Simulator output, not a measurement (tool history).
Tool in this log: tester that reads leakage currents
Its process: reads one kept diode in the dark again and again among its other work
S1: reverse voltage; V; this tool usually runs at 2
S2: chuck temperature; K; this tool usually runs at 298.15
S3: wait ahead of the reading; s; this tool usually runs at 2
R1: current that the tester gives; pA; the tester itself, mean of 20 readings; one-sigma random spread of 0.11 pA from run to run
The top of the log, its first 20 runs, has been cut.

| run | day | S1 | S2 | S3 | R1 |
|---|---|---|---|---|---|
| 21 | 124.083 | 1.08 | 302.15 | 6.92 | 33.69 |
| 22 | 133.092 | 3.23 | 314.15 | 6.89 | 121.34 |
| 23 | 141.608 | 8.28 | 313.15 | 0.52 | 173.12 |
| 24 | 150.904 | 2 | 298.15 | 6.73 | 33.68 |
| 25 | 157.246 | 2 | 297.15 | 0.31 | 32.3 |
| 26 | 166.596 | 2.66 | 299.15 | 6.98 | 41.23 |
| 27 | 172.321 | 3.12 | 297.15 | 6.35 | 38.8 |
| 28 | 176.854 | 7.37 | 298.15 | 1.28 | 61.01 |
| 29 | 183.688 | 7.37 | 298.15 | 1.28 | 61.7 |
| 30 | 189.933 | 2 | 298.15 | 8.09 | 34.53 |
| 31 | 199.554 | 3.54 | 298.15 | 3.08 | 44.51 |
| 32 | 207.433 | 18.81 | 298.15 | 0.64 | 98.47 |
| 33 | 213.962 | 18.81 | 307.15 | 1.31 | 175.39 |
| 34 | 221.988 | 5.8 | 329.15 | 2 | 419.14 |

4 options for the next run, each taken on its own from the tool as it stands now. Forecast them:
| A | 228.508 | 2 | 307.15 | 2 | ? |
| B | 228.508 | 1.67 | 329.15 | 0.8 | ? |
| C | 228.508 | 5.82 | 321.15 | 0.34 | ? |
| D | 228.508 | 2 | 332.15 | 0.6 | ? |

| run | R1 |
|---|---|
| A | 66.33 |
| B | 245.94 |
| C | 261.4 |
| D | 316.53 |
Without the tool's hidden state the same runs would have given:
| run | R1 |
|---|---|
| A | 59.08 |
| B | 223.86 |
| C | 235.87 |
| D | 288.69 |

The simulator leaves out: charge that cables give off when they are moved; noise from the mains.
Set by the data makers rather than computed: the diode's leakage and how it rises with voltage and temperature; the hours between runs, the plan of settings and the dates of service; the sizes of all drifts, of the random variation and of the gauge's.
